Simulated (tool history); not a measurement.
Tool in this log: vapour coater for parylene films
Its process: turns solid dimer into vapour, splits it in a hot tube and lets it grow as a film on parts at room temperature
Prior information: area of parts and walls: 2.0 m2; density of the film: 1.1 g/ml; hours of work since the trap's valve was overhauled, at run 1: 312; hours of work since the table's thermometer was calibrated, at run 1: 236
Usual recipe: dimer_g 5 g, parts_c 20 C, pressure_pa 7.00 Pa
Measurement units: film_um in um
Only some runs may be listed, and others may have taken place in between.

run	hour	dimer_g	parts_c	pressure_pa	hours of work since the trap's valve was overhauled	hours of work since the table's thermometer was calibrated	film_um
1	0.0	5	20	7.00	312	236	1.47
2	23.1	5	20	7.00	333	257	1.47
3	44.6	5	20	7.00	352	276	1.45
4	73.9	2	20	7.00	378	302	0.56
5	88.3	2	20	11.60	391	315	0.56
6	115.1	2	14	11.60	415	339	0.73
# hour 120.8: trap's valve overhauled
7	145.7	2	14	11.60	22	363	0.71
8	164.0	2	16	4.75	39	379	0.69
9	193.7	5	16	4.26	65	406	1.66
10	213.4	5	16	4.26	83	423	1.66
11	227.9	5	15	2.69	96	436	1.80

What does the tool deliver on the next run?
12	246.6	5	15	2.69	112	453	?

film_um: 1.76 um
With no hidden state in the tool, this same run would have given film_um 2.07 um.
